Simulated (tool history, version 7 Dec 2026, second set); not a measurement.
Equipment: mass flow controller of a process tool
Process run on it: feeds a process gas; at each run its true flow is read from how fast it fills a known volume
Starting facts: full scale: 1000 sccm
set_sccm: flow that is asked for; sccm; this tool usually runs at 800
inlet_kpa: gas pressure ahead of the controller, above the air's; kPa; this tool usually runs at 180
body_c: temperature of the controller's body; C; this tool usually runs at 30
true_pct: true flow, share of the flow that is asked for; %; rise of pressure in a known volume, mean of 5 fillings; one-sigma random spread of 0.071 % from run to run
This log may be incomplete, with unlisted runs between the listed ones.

run    hour  set_sccm  inlet_kpa  body_c  true_pct
  1     0.0       800        180      30    100.33
  2   102.9       445        180      30     99.96
  3   262.0       445        180      30     99.98
  4   358.1       800        180      30    100.36
  5   476.2       800        180      30    100.32
  6   628.6       800        180      30    100.38
  7   750.6       800        180      30    100.41
  8   861.4       800        180      30    100.41
  9   997.2       800        149      30    100.36
 10  1119.2       800        149      30    100.49
 11  1272.3       800        149      30    100.48
 12  1369.8       800        149      30    100.56
 13  1484.8       106        180      30     99.00
 14  1652.4       106        180      30     99.09
 15  1788.1       800        164      30    100.40
 16  1874.7       800        155      30    100.47
 17  1969.8       800        155      30    100.61
 18  2105.3       800        155      30    100.49
 19  2180.2       800        180      30    100.26
 20  2298.8       800        180      30    100.50
 21  2431.8       800        180      30    100.43
 22  2609.9       151        168      39     99.89
 23  2778.8       151        168      39     99.85
 24  2951.0       151        168      39     99.74
 25  3062.3       151        237      39     99.64
 26  3215.4       180        237      25     98.94
 27  3398.6       373        142      36    100.43
 28  3493.2       374        142      36    100.56
 29  3612.4       795        180      39    101.06
 30  3781.2       795        180      39    101.15
 31  3918.0       795        180      39    101.05
 32  4018.1       795        180      39    101.21
 33  4191.0       795        180      39    101.30
 34  4286.5       795        180      22    100.07
 35  4415.1       469        226      25     99.73

Predict the results of run 36:
 36  4559.1       469        226      25         ?

Run 36 yielded true_pct 99.76 %.
Without the tool's hidden state the same run would have given true_pct 99.49 %.
